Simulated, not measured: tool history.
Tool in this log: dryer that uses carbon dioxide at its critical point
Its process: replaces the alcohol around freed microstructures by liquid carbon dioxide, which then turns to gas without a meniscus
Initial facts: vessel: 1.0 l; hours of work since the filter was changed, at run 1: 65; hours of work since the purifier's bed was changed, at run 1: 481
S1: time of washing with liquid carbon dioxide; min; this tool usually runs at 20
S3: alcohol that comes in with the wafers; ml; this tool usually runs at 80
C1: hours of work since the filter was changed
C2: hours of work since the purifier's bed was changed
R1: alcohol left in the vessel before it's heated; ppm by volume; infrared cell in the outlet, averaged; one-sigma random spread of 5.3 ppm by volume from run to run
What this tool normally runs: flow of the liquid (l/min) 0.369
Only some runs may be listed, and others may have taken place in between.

run 1 hour=0.0 | S1=20 flow_of_the_liquid_(l/min)=0.369 S3=80 | C1=65 C2=481 | R1=192
run 2 hour=33.5 | S1=12 flow_of_the_liquid_(l/min)=0.369 S3=80 | C1=79 C2=496 | R1=1818
run 3 hour=71.7 | S1=20 flow_of_the_liquid_(l/min)=0.369 S3=80 | C1=96 C2=512 | R1=211
run 4 hour=111.5 | S1=20 flow_of_the_liquid_(l/min)=0.369 S3=80 | C1=113 C2=530 | R1=217
run 5 hour=138.1 | S1=20 flow_of_the_liquid_(l/min)=0.369 S3=80 | C1=124 C2=541 | R1=224
run 6 hour=175.5 | S1=20 flow_of_the_liquid_(l/min)=0.369 S3=80 | C1=141 C2=557 | R1=217
run 7 hour=224.5 | S1=20 flow_of_the_liquid_(l/min)=0.369 S3=80 | C1=162 C2=578 | R1=231
run 8 hour=283.6 | S1=20 flow_of_the_liquid_(l/min)=0.297 S3=80 | C1=187 C2=604 | R1=687
run 9 hour=321.9 | S1=20 flow_of_the_liquid_(l/min)=0.369 S3=80 | C1=204 C2=620 | R1=256
run 10 hour=349.8 | S1=20 flow_of_the_liquid_(l/min)=0.369 S3=80 | C1=216 C2=632 | R1=246
run 11 hour=380.0 | S1=20 flow_of_the_liquid_(l/min)=0.347 S3=80 | C1=229 C2=645 | R1=336
run 12 hour=430.4 | S1=20 flow_of_the_liquid_(l/min)=0.347 S3=80 | C1=250 C2=667 | R1=349
-- hour=449.8 inlet filter changed
run 13 hour=472.2 | S1=20 flow_of_the_liquid_(l/min)=0.369 S3=23 | C1=10 C2=685 | R1=124
run 14 hour=499.4 | S1=14 flow_of_the_liquid_(l/min)=0.306 S3=23 | C1=21 C2=696 | R1=646
-- hour=515.6 purifier's bed changed
run 15 hour=535.4 | S1=17 flow_of_the_liquid_(l/min)=0.524 S3=33 | C1=36 C2=9 | R1=26
run 16 hour=572.7 | S1=29 flow_of_the_liquid_(l/min)=0.405 S3=35 | C1=52 C2=25 | R1=9
run 17 hour=622.9 | S1=29 flow_of_the_liquid_(l/min)=0.405 S3=35 | C1=73 C2=46 | R1=13
run 18 hour=651.4 | S1=29 flow_of_the_liquid_(l/min)=0.603 S3=74 | C1=86 C2=59 | R1=7
run 19 hour=683.2 | S1=13 flow_of_the_liquid_(l/min)=0.573 S3=80 | C1=99 C2=72 | R1=114
run 20 hour=725.0 | S1=13 flow_of_the_liquid_(l/min)=0.573 S3=80 | C1=117 C2=90 | R1=112
run 21 hour=766.8 | S1=20 flow_of_the_liquid_(l/min)=0.564 S3=80 | C1=135 C2=108 | R1=23
run 22 hour=820.1 | S1=29 flow_of_the_liquid_(l/min)=0.505 S3=80 | C1=158 C2=131 | R1=18
run 23 hour=855.6 | S1=15 flow_of_the_liquid_(l/min)=0.369 S3=73 | C1=174 C2=147 | R1=711
run 24 hour=904.4 | S1=29 flow_of_the_liquid_(l/min)=0.553 S3=74 | C1=195 C2=168 | R1=34
run 25 hour=963.3 | S1=18 flow_of_the_liquid_(l/min)=0.369 S3=80 | C1=220 C2=193 | R1=355

For some of the steps in R1 from one run to the next: how much would appear even if the tool had no hidden state, given the settings, what came in and random variation, and how much remains for the hidden state plus any gauge scatter that the measured result and the result without hidden state don't share?
The tool's hidden condition here consists of: flow that reaches the vessel past the clogged filter, %; alcohol in the recycled carbon dioxide, ppm; drift of the gauge itself on alcohol_ppm, %.
Run 1 -> 2: S1 20 -> 12. R1 +1626 ppm by volume: hidden state +144, all else +1482.
Run 2 -> 3: S1 12 -> 20. R1 -1607 ppm by volume: hidden state -131, all else -1476.
Run 22 -> 23: S1 29 -> 15, flow of the liquid (l/min) 0.505 -> 0.369, S3 80 -> 73. R1 +693 ppm by volume: hidden state +150, all else +543.
Run 23 -> 24: S1 15 -> 29, flow of the liquid (l/min) 0.369 -> 0.553, S3 73 -> 74. R1 -677 ppm by volume: hidden state -145, all else -532.

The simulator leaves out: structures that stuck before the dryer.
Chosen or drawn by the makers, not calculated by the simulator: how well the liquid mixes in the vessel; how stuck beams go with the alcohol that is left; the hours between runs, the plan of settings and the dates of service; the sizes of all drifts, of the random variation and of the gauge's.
